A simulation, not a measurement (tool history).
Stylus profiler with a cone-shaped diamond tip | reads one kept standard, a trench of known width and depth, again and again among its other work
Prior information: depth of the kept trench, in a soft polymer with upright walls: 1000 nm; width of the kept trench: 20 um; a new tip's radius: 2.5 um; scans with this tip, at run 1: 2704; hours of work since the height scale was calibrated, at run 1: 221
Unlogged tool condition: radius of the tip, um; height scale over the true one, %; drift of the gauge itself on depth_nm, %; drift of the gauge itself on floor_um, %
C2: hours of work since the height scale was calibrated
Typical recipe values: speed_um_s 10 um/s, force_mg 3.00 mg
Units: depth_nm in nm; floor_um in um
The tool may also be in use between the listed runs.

Run 1, hour 0.0: usual settings; scans with this tip 2704; C2 221. Result: depth_nm 1009.38 nm, floor_um 15.53 um.
Run 2, hour 14.4: usual settings but speed_um_s 5 um/s; scans with this tip 2834; C2 232. Result: depth_nm 1009.51 nm, floor_um 15.59 um.
Run 3, hour 22.8: usual settings but speed_um_s 5 um/s; scans with this tip 2910; C2 238. Result: depth_nm 1009.14 nm, floor_um 15.54 um.
Run 4, hour 32.1: usual settings; scans with this tip 2994; C2 245. Result: depth_nm 1009.14 nm, floor_um 15.55 um.
Run 5, hour 43.6: usual settings; scans with this tip 3098; C2 254. Result: depth_nm 1009.39 nm, floor_um 15.51 um.
Run 6, hour 50.4: usual settings; scans with this tip 3159; C2 259. Result: depth_nm 1009.12 nm, floor_um 15.54 um.
Run 7, hour 62.7: usual settings; scans with this tip 3270; C2 268. Result: depth_nm 1009.36 nm, floor_um 15.47 um.
Run 8, hour 72.2: usual settings; scans with this tip 3355; C2 275. Result: depth_nm 1009.75 nm, floor_um 15.44 um.
Run 9, hour 83.5: usual settings; scans with this tip 3457; C2 283. Result: depth_nm 1009.16 nm, floor_um 15.39 um.
Run 10, hour 93.7: usual settings; scans with this tip 3549; C2 290. Result: depth_nm 1009.38 nm, floor_um 15.44 um.
Run 11, hour 103.9: usual settings; scans with this tip 3642; C2 298. Result: depth_nm 1009.35 nm, floor_um 15.44 um.
Run 12, hour 117.9: usual settings but speed_um_s 21 um/s; scans with this tip 3767; C2 308. Result: depth_nm 1009.00 nm, floor_um 15.37 um.
Run 13, hour 126.7: usual settings but speed_um_s 5 um/s, force_mg 1.67 mg; scans with this tip 3847; C2 315. Result: depth_nm 1006.78 nm, floor_um 15.44 um.
Run 14, hour 137.6: usual settings but speed_um_s 5 um/s, force_mg 1.67 mg; scans with this tip 3945; C2 323. Result: depth_nm 1006.64 nm, floor_um 15.38 um.
Run 15, hour 144.4: usual settings but speed_um_s 34 um/s, force_mg 2.92 mg; scans with this tip 4006; C2 328. Result: depth_nm 1009.25 nm, floor_um 15.40 um.
Run 16, hour 156.3: usual settings but speed_um_s 3 um/s, force_mg 2.45 mg; scans with this tip 4114; C2 337. Result: depth_nm 1008.37 nm, floor_um 15.38 um.
Run 17, hour 170.6: usual settings but speed_um_s 17 um/s, force_mg 1.08 mg; scans with this tip 4243; C2 347. Result: depth_nm 1004.82 nm, floor_um 15.25 um.
Run 18, hour 185.8: usual settings but speed_um_s 8 um/s, force_mg 4.62 mg; scans with this tip 4380; C2 358. Result: depth_nm 1012.68 nm, floor_um 15.35 um.
Run 19, hour 193.8: usual settings but force_mg 1.11 mg; scans with this tip 4452; C2 364. Result: depth_nm 1005.26 nm, floor_um 15.32 um.
Run 20, hour 202.3: usual settings but speed_um_s 30 um/s, force_mg 4.05 mg; scans with this tip 4528; C2 371. Result: depth_nm 1011.88 nm, floor_um 15.30 um.
Run 21, hour 210.0: usual settings but speed_um_s 14 um/s, force_mg 5.17 mg; scans with this tip 4598; C2 376. Result: depth_nm 1013.44 nm, floor_um 15.28 um.

Alternative continuations, all from the tool just after run 21; predict every row:
Run A, hour 217.2: usual settings but speed_um_s 14 um/s, force_mg 2.07 mg; scans with this tip 4663; C2 382. Result: depth_nm ?, floor_um ?.
Run B, hour 217.2: usual settings but speed_um_s 14 um/s, force_mg 1.18 mg; scans with this tip 4663; C2 382. Result: depth_nm ?, floor_um ?.
Run C, hour 217.2: usual settings but force_mg 1.10 mg; scans with this tip 4663; C2 382. Result: depth_nm ?, floor_um ?.
Run D, hour 217.2: usual settings but speed_um_s 3 um/s, force_mg 8.26 mg; scans with this tip 4663; C2 382. Result: depth_nm ?, floor_um ?.

run  depth_nm  floor_um
  A   1007.96     15.26
  B   1005.25     15.26
  C   1005.46     15.26
  D   1018.73     15.30
Without the tool's unlogged condition, the same runs would have read:
run  depth_nm  floor_um
  A   1007.39     15.95
  B   1004.68     15.95
  C   1004.89     15.95
  D   1018.15     15.99
